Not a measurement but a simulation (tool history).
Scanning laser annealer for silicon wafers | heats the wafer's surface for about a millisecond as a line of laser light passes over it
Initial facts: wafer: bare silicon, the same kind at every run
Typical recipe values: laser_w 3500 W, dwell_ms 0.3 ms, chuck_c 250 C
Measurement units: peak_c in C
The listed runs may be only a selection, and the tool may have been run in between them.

run  hour  laser_w  dwell_ms  chuck_c  peak_c
  1     0     3500       0.3      250     962
  2    11     3500     0.222      250     856
  3  20.2     3500       0.3      250     960
  4  27.7     3500       0.3      250     961
  5  40.8     3520       0.3      250     965
  6  50.1     3520     0.235      250     878
  7  61.3     3361     0.281      264     916
  8  70.2     3213     0.322      252     916
  9  78.5     3053     0.322      222     847
 10  93.8     3083       0.3      277     886

Estimate the outcome of run 11 from the log above:
 11  104.2     3590     0.345      244       ?

{"run 11": {"peak_c": 1022}}
Were there no unlogged condition in the tool, this run, its random variation unchanged, would have produced peak_c 1046 C.

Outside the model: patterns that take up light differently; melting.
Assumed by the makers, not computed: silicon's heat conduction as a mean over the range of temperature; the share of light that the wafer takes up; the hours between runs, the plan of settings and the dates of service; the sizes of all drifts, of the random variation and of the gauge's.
